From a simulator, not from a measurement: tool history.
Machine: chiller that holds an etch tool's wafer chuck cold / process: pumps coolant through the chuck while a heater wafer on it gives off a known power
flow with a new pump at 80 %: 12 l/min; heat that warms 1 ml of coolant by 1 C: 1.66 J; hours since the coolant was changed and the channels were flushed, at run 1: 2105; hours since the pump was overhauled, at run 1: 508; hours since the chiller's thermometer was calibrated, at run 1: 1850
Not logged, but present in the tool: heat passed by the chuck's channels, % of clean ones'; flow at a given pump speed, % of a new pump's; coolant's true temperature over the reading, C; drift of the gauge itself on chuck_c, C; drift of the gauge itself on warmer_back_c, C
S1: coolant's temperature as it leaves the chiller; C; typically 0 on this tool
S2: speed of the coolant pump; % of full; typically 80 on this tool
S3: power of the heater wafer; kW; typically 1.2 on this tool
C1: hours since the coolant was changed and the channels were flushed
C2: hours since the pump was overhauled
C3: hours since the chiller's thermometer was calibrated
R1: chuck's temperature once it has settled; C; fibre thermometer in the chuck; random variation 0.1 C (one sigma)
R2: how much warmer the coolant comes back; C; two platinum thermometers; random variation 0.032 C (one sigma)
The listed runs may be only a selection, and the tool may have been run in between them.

run,hour,S1,S2,S3,C1,C2,C3,R1,R2
1,0,0,80,1.2,2105,508,1850,13.1,3.66
2,76.3,-3,80,1.2,2181,584,1926,10.3,3.6
3,122.3,-3,80,1.2,2227,630,1972,10.3,3.62
4,170.4,-3,80,1.2,2276,678,2020,10.1,3.68
5,217.7,-3,80,1.2,2323,726,2068,10.3,3.64
6,297.3,0,80,1.2,2402,805,2147,13.5,3.67
7,356.4,10,80,1.2,2462,865,2206,23.5,3.69
8,439,0,80,1.2,2544,947,2289,13.3,3.68
9,486.7,0,80,1.2,2592,995,2337,13.5,3.7
10,561.7,0,80,1.2,2667,1070,2412,13.3,3.68
11,600.2,0,80,1.2,2705,1108,2450,13.5,3.72
12,661.4,5,89,1.054,2767,1169,2511,16.3,2.83
13,718,1,80,1.096,2823,1226,2568,13.3,3.4
14,791.2,0,84,1.562,2896,1299,2641,17.2,4.59
15,858.8,-5,80,1.2,2964,1367,2709,8.5,3.72
16,916.4,2,71,1.2,3022,1424,2766,16.6,4.27
17,968.3,-2,75,0.717,3073,1476,2818,6.6,2.38
18,1043.8,0,80,1.647,3149,1552,2894,18.7,5.06
19,1080.8,0,80,1.761,3186,1589,2931,20.1,5.49
20,1125.7,7,80,1.2,3231,1634,2976,20.7,3.73

Run 21 comes next. What will it give?
21,1164.6,7,80,1.2,3270,1673,3014,?,?

{"run 21": {"R1": 20.7, "R2": 3.74}}
With the hidden condition absent and the run-to-run variation left alone, this run would have shown R1 19.5 C, R2 3.65 C.
